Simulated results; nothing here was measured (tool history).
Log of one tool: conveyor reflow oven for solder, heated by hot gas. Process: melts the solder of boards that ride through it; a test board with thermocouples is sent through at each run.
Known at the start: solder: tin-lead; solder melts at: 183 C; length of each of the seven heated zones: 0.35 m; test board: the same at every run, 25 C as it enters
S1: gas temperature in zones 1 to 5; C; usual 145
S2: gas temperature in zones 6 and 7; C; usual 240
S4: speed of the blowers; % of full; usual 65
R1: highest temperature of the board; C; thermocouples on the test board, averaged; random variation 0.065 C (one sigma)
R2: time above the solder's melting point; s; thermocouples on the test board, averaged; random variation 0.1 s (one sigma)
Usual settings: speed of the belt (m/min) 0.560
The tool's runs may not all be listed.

run 1 hour=0.0 | S1=145 S2=240 speed_of_the_belt_(m/min)=0.560 S4=65 | R1=224.94 R2=64.9
run 2 hour=45.7 | S1=145 S2=240 speed_of_the_belt_(m/min)=0.560 S4=65 | R1=224.92 R2=64.7
run 3 hour=89.4 | S1=145 S2=240 speed_of_the_belt_(m/min)=0.560 S4=65 | R1=224.86 R2=64.8
run 4 hour=111.7 | S1=145 S2=240 speed_of_the_belt_(m/min)=0.560 S4=65 | R1=224.81 R2=64.9
run 5 hour=138.0 | S1=158 S2=240 speed_of_the_belt_(m/min)=0.560 S4=65 | R1=226.87 R2=71.2
run 6 hour=177.5 | S1=158 S2=240 speed_of_the_belt_(m/min)=0.560 S4=65 | R1=226.96 R2=71.4
run 7 hour=199.7 | S1=145 S2=240 speed_of_the_belt_(m/min)=0.560 S4=65 | R1=224.68 R2=64.8
run 8 hour=238.7 | S1=145 S2=240 speed_of_the_belt_(m/min)=0.560 S4=65 | R1=224.47 R2=64.6
run 9 hour=273.2 | S1=145 S2=240 speed_of_the_belt_(m/min)=0.560 S4=65 | R1=224.75 R2=64.8
run 10 hour=305.2 | S1=145 S2=240 speed_of_the_belt_(m/min)=0.560 S4=65 | R1=224.49 R2=64.6
run 11 hour=324.6 | S1=145 S2=254 speed_of_the_belt_(m/min)=0.560 S4=65 | R1=236.73 R2=71.5
run 12 hour=369.8 | S1=145 S2=240 speed_of_the_belt_(m/min)=0.560 S4=64 | R1=224.29 R2=64.4
run 13 hour=396.3 | S1=145 S2=240 speed_of_the_belt_(m/min)=0.465 S4=64 | R1=229.46 R2=81.8
run 14 hour=443.5 | S1=145 S2=229 speed_of_the_belt_(m/min)=0.560 S4=65 | R1=214.84 R2=57.8
run 15 hour=495.6 | S1=145 S2=229 speed_of_the_belt_(m/min)=0.560 S4=65 | R1=215.67 R2=58.8
run 16 hour=538.0 | S1=145 S2=229 speed_of_the_belt_(m/min)=0.560 S4=65 | R1=215.64 R2=58.9
run 17 hour=572.2 | S1=134 S2=228 speed_of_the_belt_(m/min)=0.508 S4=56 | R1=214.20 R2=59.4
run 18 hour=617.8 | S1=145 S2=240 speed_of_the_belt_(m/min)=0.560 S4=83 | R1=228.25 R2=67.6
run 19 hour=642.7 | S1=145 S2=240 speed_of_the_belt_(m/min)=0.560 S4=57 | R1=223.91 R2=65.0
run 20 hour=673.0 | S1=144 S2=232 speed_of_the_belt_(m/min)=0.568 S4=65 | R1=217.87 R2=59.4
run 21 hour=706.2 | S1=144 S2=232 speed_of_the_belt_(m/min)=0.568 S4=65 | R1=217.79 R2=59.5
run 22 hour=738.3 | S1=145 S2=240 speed_of_the_belt_(m/min)=0.541 S4=65 | R1=226.34 R2=68.9
run 23 hour=775.9 | S1=156 S2=240 speed_of_the_belt_(m/min)=0.541 S4=65 | R1=228.05 R2=74.5
run 24 hour=809.5 | S1=156 S2=229 speed_of_the_belt_(m/min)=0.459 S4=65 | R1=221.64 R2=84.7
run 25 hour=832.5 | S1=156 S2=229 speed_of_the_belt_(m/min)=0.459 S4=65 | R1=221.84 R2=84.5
run 26 hour=863.5 | S1=145 S2=234 speed_of_the_belt_(m/min)=0.560 S4=61 | R1=218.36 R2=59.6
run 27 hour=903.4 | S1=136 S2=246 speed_of_the_belt_(m/min)=0.642 S4=61 | R1=221.66 R2=50.3
run 28 hour=943.8 | S1=136 S2=246 speed_of_the_belt_(m/min)=0.642 S4=61 | R1=222.71 R2=51.2
run 29 hour=974.5 | S1=154 S2=240 speed_of_the_belt_(m/min)=0.560 S4=80 | R1=228.84 R2=69.7
run 30 hour=997.6 | S1=154 S2=240 speed_of_the_belt_(m/min)=0.560 S4=80 | R1=228.75 R2=69.5
run 31 hour=1032.1 | S1=152 S2=240 speed_of_the_belt_(m/min)=0.560 S4=73 | R1=227.46 R2=68.2

Taken out of this log: 4 entries between the listed runs. Where each belongs, and how the hidden state differs across it:
Between runs 14 and 15: flux residue cleaned out of gas plates and filters (hour 459.2)
  heat that the gas passes to the board, % of a clean oven's: 95.1 -> 99.5; belt's true speed, % of the reading: 98.38 -> 98.34; true gas temperature in zones 6 and 7 over the reading, C: 0.66 -> 0.7
  measured less the result without the state, R1: +0.02 -> +0.97 C; R2: +0.8 -> +1.8 s
Between runs 17 and 18: belt drive overhauled, speed set with a stopwatch (hour 578.5)
  heat that the gas passes to the board, % of a clean oven's: 98.7 -> 98.3; belt's true speed, % of the reading: 98.29 -> 97.47; true gas temperature in zones 6 and 7 over the reading, C: 0.75 -> 0.78
  measured less the result without the state, R1: +0.93 -> +1.04 C; R2: +2.0 -> +2.3 s
Between runs 25 and 26: belt drive overhauled, speed set with a stopwatch, once more (hour 859.3)
  heat that the gas passes to the board, % of a clean oven's: 96.3 -> 96; belt's true speed, % of the reading: 97.3 -> 99.97; true gas temperature in zones 6 and 7 over the reading, C: 0.95 -> 0.97
  measured less the result without the state, R1: +0.88 -> +0.00 C; R2: +2.8 -> -0.2 s
Between runs 27 and 28: flux residue cleaned out of gas plates and filters (hour 924.9)
  heat that the gas passes to the board, % of a clean oven's: 95.6 -> 99.3; belt's true speed, % of the reading: 99.94 -> 99.91; true gas temperature in zones 6 and 7 over the reading, C: 1 -> 1.02
  measured less the result without the state, R1: -0.43 -> +0.71 C; R2: -0.4 -> +0.5 s
